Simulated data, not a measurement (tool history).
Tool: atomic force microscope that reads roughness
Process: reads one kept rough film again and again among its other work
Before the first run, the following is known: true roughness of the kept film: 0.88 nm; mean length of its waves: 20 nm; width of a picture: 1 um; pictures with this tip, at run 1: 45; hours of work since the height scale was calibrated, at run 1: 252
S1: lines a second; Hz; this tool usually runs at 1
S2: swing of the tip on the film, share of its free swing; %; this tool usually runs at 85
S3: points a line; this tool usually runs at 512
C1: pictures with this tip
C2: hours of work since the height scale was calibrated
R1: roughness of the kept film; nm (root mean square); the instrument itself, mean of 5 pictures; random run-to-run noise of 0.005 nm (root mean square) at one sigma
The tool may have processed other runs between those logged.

Run 1, hour 0: usual settings; C1 45; C2 252. Result: R1 0.745 nm (root mean square).
Run 2, hour 40.3: usual settings but S2 67 %; C1 99; C2 277. Result: R1 0.773 nm (root mean square).
At hour 72.2: new tip fitted.
Run 3, hour 105.9: usual settings; C1 45; C2 318. Result: R1 0.749 nm (root mean square).
Run 4, hour 135.1: usual settings; C1 84; C2 336. Result: R1 0.741 nm (root mean square).
At hour 179.3: new tip fitted.
Run 5, hour 187.5: usual settings but S1 3.83 Hz; C1 11; C2 369. Result: R1 0.618 nm (root mean square).
Run 6, hour 243: usual settings; C1 86; C2 404. Result: R1 0.743 nm (root mean square).
At hour 287.9: new tip fitted.
Run 7, hour 287.9: usual settings but S3 312; C1 0; C2 431. Result: R1 0.739 nm (root mean square).
Run 8, hour 326.8: usual settings but S3 312; C1 52; C2 456. Result: R1 0.722 nm (root mean square).
Run 9, hour 361.6: usual settings but S3 312; C1 99; C2 478. Result: R1 0.734 nm (root mean square).
At hour 396.7: new tip fitted.
Run 10, hour 429.2: usual settings but S3 312; C1 44; C2 520. Result: R1 0.73 nm (root mean square).
Run 11, hour 472.1: usual settings but S3 312; C1 102; C2 547. Result: R1 0.722 nm (root mean square).
At hour 502.6: new tip fitted.
Run 12, hour 509.3: usual settings; C1 9; C2 570. Result: R1 0.749 nm (root mean square).
Run 13, hour 578.6: usual settings but S2 60 %; C1 102; C2 613. Result: R1 0.787 nm (root mean square).
At hour 611.8: new tip fitted.
Run 14, hour 618.4: usual settings but S2 60 %; C1 9; C2 638. Result: R1 0.781 nm (root mean square).
Run 15, hour 661: usual settings but S3 555; C1 67; C2 664. Result: R1 0.746 nm (root mean square).
At hour 719.7: new tip fitted.
Run 16, hour 722.1: usual settings but S3 555; C1 3; C2 702. Result: R1 0.748 nm (root mean square).
Run 17, hour 771.2: usual settings but S3 555; C1 69; C2 733. Result: R1 0.745 nm (root mean square).
Run 18, hour 818.7: usual settings; C1 133; C2 763. Result: R1 0.741 nm (root mean square).
At hour 825.5: new tip fitted.
Run 19, hour 886.2: usual settings; C1 82; C2 805. Result: R1 0.742 nm (root mean square).
At hour 931.4: new tip fitted.
Run 20, hour 953: usual settings but S2 58 %; C1 29; C2 846. Result: R1 0.79 nm (root mean square).
Run 21, hour 989.2: usual settings but S2 60 %; C1 77; C2 869. Result: R1 0.782 nm (root mean square).
Run 22, hour 1035.4: usual settings but S2 60 %; C1 140; C2 898. Result: R1 0.786 nm (root mean square).
At hour 1041: new tip fitted.
Run 23, hour 1081: usual settings; C1 53; C2 926. Result: R1 0.742 nm (root mean square).
Run 24, hour 1125.3: usual settings but S1 1.22 Hz; C1 113; C2 954. Result: R1 0.731 nm (root mean square).
At hour 1149: new tip fitted.
Run 25, hour 1166.9: usual settings but S1 2.57 Hz, S2 57 %, S3 666; C1 24; C2 980. Result: R1 0.766 nm (root mean square).
Run 26, hour 1219.4: usual settings but S1 1.38 Hz, S2 72 %, S3 738; C1 95; C2 1013. Result: R1 0.765 nm (root mean square).
At hour 1257: new tip fitted.
Run 27, hour 1260.7: usual settings but S1 0.68 Hz, S2 72 %, S3 500; C1 5; C2 1038. Result: R1 0.788 nm (root mean square).
Run 28, hour 1329: usual settings but S1 0.84 Hz, S2 62 %, S3 500; C1 97; C2 1081. Result: R1 0.78 nm (root mean square).
At hour 1367.4: new tip fitted.
Run 29, hour 1385.7: usual settings but S1 1.07 Hz, S3 569; C1 24; C2 1117. Result: R1 0.744 nm (root mean square).
Run 30, hour 1442.6: usual settings but S1 2.02 Hz, S2 61 %, S3 727; C1 101; C2 1152. Result: R1 0.772 nm (root mean square).

What does the tool deliver on the next run?
At hour 1474.5: new tip fitted.
Run 31, hour 1511: usual settings but S2 59 %, S3 683; C1 49; C2 1195. Result: R1 ?.

Run 31 came out at R1 0.789 nm (root mean square).
Take away the tool's hidden state, keep the run-to-run variation as it was, and the same run would have given R1 0.79 nm (root mean square).

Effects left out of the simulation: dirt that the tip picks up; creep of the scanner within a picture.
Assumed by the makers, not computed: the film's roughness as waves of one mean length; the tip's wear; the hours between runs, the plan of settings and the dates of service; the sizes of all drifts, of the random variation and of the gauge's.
